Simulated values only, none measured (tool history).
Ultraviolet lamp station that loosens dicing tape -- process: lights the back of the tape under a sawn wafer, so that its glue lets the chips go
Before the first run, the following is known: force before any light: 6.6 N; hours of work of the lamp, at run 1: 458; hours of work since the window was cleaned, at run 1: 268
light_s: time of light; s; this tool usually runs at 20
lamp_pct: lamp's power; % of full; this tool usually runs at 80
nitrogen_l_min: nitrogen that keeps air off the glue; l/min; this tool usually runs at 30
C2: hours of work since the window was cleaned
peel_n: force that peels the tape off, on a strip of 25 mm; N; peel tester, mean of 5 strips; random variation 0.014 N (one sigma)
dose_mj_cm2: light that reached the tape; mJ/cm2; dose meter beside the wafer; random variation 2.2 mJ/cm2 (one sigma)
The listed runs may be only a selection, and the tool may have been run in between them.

{"run": 1, "hour": 0.0, "light_s": 20, "lamp_pct": 80, "nitrogen_l_min": 30, "hours of work of the lamp": 458, "C2": 268, "peel_n": 1.024, "dose_mj_cm2": 157}
{"run": 2, "hour": 11.0, "light_s": 20, "lamp_pct": 80, "nitrogen_l_min": 30, "hours of work of the lamp": 463, "C2": 274, "peel_n": 1.041, "dose_mj_cm2": 157}
{"run": 3, "hour": 32.7, "light_s": 20, "lamp_pct": 80, "nitrogen_l_min": 30, "hours of work of the lamp": 474, "C2": 285, "peel_n": 1.063, "dose_mj_cm2": 160}
{"run": 4, "hour": 45.2, "light_s": 20, "lamp_pct": 80, "nitrogen_l_min": 30, "hours of work of the lamp": 481, "C2": 291, "peel_n": 1.023, "dose_mj_cm2": 156}
{"run": 5, "hour": 57.7, "light_s": 20, "lamp_pct": 80, "nitrogen_l_min": 30, "hours of work of the lamp": 487, "C2": 298, "peel_n": 1.067, "dose_mj_cm2": 158}
{"run": 6, "hour": 80.7, "light_s": 20, "lamp_pct": 80, "nitrogen_l_min": 30, "hours of work of the lamp": 499, "C2": 309, "peel_n": 1.082, "dose_mj_cm2": 154}
{"run": 7, "hour": 90.7, "light_s": 20, "lamp_pct": 80, "nitrogen_l_min": 30, "hours of work of the lamp": 504, "C2": 314, "peel_n": 1.118, "dose_mj_cm2": 153}
{"run": 8, "hour": 111.2, "light_s": 20, "lamp_pct": 80, "nitrogen_l_min": 30, "hours of work of the lamp": 514, "C2": 325, "peel_n": 1.117, "dose_mj_cm2": 150}
{"run": 9, "hour": 124.6, "light_s": 20, "lamp_pct": 80, "nitrogen_l_min": 30, "hours of work of the lamp": 521, "C2": 331, "peel_n": 1.1, "dose_mj_cm2": 155}
{"run": 10, "hour": 141.3, "light_s": 20, "lamp_pct": 80, "nitrogen_l_min": 30, "hours of work of the lamp": 529, "C2": 340, "peel_n": 1.145, "dose_mj_cm2": 153}
{"run": 11, "hour": 160.7, "light_s": 36, "lamp_pct": 80, "nitrogen_l_min": 30, "hours of work of the lamp": 539, "C2": 350, "peel_n": 0.314, "dose_mj_cm2": 274}
{"run": 12, "hour": 179.7, "light_s": 20, "lamp_pct": 80, "nitrogen_l_min": 30, "hours of work of the lamp": 549, "C2": 359, "peel_n": 1.169, "dose_mj_cm2": 151}
{"run": 13, "hour": 190.1, "light_s": 12, "lamp_pct": 80, "nitrogen_l_min": 30, "hours of work of the lamp": 554, "C2": 365, "peel_n": 2.207, "dose_mj_cm2": 90}
{"run": 14, "hour": 209.2, "light_s": 20, "lamp_pct": 67, "nitrogen_l_min": 30, "hours of work of the lamp": 564, "C2": 374, "peel_n": 1.481, "dose_mj_cm2": 121}
{"run": 15, "hour": 220.1, "light_s": 20, "lamp_pct": 80, "nitrogen_l_min": 30, "hours of work of the lamp": 569, "C2": 380, "peel_n": 1.159, "dose_mj_cm2": 149}
{"hour": 222.2, "done": "window cleaned of glue's vapour"}
{"run": 16, "hour": 239.4, "light_s": 11, "lamp_pct": 80, "nitrogen_l_min": 30, "hours of work of the lamp": 579, "C2": 9, "peel_n": 2.202, "dose_mj_cm2": 92}
{"run": 17, "hour": 250.0, "light_s": 11, "lamp_pct": 80, "nitrogen_l_min": 30, "hours of work of the lamp": 584, "C2": 14, "peel_n": 2.074, "dose_mj_cm2": 95}
{"run": 18, "hour": 265.9, "light_s": 10, "lamp_pct": 69, "nitrogen_l_min": 35, "hours of work of the lamp": 592, "C2": 22, "peel_n": 2.662, "dose_mj_cm2": 76}
{"run": 19, "hour": 276.8, "light_s": 20, "lamp_pct": 61, "nitrogen_l_min": 59, "hours of work of the lamp": 598, "C2": 28, "peel_n": 1.162, "dose_mj_cm2": 131}
{"run": 20, "hour": 299.1, "light_s": 14, "lamp_pct": 61, "nitrogen_l_min": 10, "hours of work of the lamp": 609, "C2": 39, "peel_n": 2.87, "dose_mj_cm2": 94}
{"run": 21, "hour": 318.4, "light_s": 14, "lamp_pct": 84, "nitrogen_l_min": 20, "hours of work of the lamp": 619, "C2": 49, "peel_n": 1.7, "dose_mj_cm2": 125}
{"run": 22, "hour": 336.3, "light_s": 14, "lamp_pct": 84, "nitrogen_l_min": 20, "hours of work of the lamp": 628, "C2": 58, "peel_n": 1.819, "dose_mj_cm2": 124}
{"run": 23, "hour": 357.4, "light_s": 11, "lamp_pct": 84, "nitrogen_l_min": 27, "hours of work of the lamp": 639, "C2": 69, "peel_n": 2.09, "dose_mj_cm2": 96}
{"run": 24, "hour": 375.5, "light_s": 13, "lamp_pct": 80, "nitrogen_l_min": 30, "hours of work of the lamp": 648, "C2": 78, "peel_n": 1.857, "dose_mj_cm2": 106}
{"run": 25, "hour": 393.0, "light_s": 32, "lamp_pct": 80, "nitrogen_l_min": 22, "hours of work of the lamp": 657, "C2": 87, "peel_n": 0.393, "dose_mj_cm2": 267}
{"run": 26, "hour": 409.5, "light_s": 20, "lamp_pct": 80, "nitrogen_l_min": 13, "hours of work of the lamp": 665, "C2": 95, "peel_n": 1.407, "dose_mj_cm2": 167}
{"run": 27, "hour": 424.0, "light_s": 20, "lamp_pct": 81, "nitrogen_l_min": 30, "hours of work of the lamp": 673, "C2": 102, "peel_n": 0.959, "dose_mj_cm2": 165}
{"run": 28, "hour": 438.7, "light_s": 15, "lamp_pct": 61, "nitrogen_l_min": 30, "hours of work of the lamp": 680, "C2": 110, "peel_n": 2.254, "dose_mj_cm2": 94}
{"run": 29, "hour": 452.0, "light_s": 32, "lamp_pct": 79, "nitrogen_l_min": 17, "hours of work of the lamp": 687, "C2": 117, "peel_n": 0.533, "dose_mj_cm2": 263}
{"run": 30, "hour": 469.2, "light_s": 30, "lamp_pct": 70, "nitrogen_l_min": 30, "hours of work of the lamp": 695, "C2": 125, "peel_n": 0.569, "dose_mj_cm2": 209}
{"run": 31, "hour": 483.1, "light_s": 19, "lamp_pct": 98, "nitrogen_l_min": 17, "hours of work of the lamp": 703, "C2": 132, "peel_n": 1.009, "dose_mj_cm2": 187}

Predict each of these 3 candidate next runs independently; none follows another, all start after run 31:
{"run": "A", "hour": 504.8, "light_s": 31, "lamp_pct": 80, "nitrogen_l_min": 17, "hours of work of the lamp": 714, "C2": 143, "peel_n": "?", "dose_mj_cm2": "?"}
{"run": "B", "hour": 504.8, "light_s": 20, "lamp_pct": 80, "nitrogen_l_min": 28, "hours of work of the lamp": 714, "C2": 143, "peel_n": "?", "dose_mj_cm2": "?"}
{"run": "C", "hour": 504.8, "light_s": 12, "lamp_pct": 91, "nitrogen_l_min": 30, "hours of work of the lamp": 714, "C2": 143, "peel_n": "?", "dose_mj_cm2": "?"}

run=A peel_n=0.562 dose_mj_cm2=248
run=B peel_n=1.062 dose_mj_cm2=158
run=C peel_n=1.904 dose_mj_cm2=110
What these runs would have given with no unlogged condition in the tool:
run=A peel_n=0.316 dose_mj_cm2=314
run=B peel_n=0.675 dose_mj_cm2=200
run=C peel_n=1.369 dose_mj_cm2=138
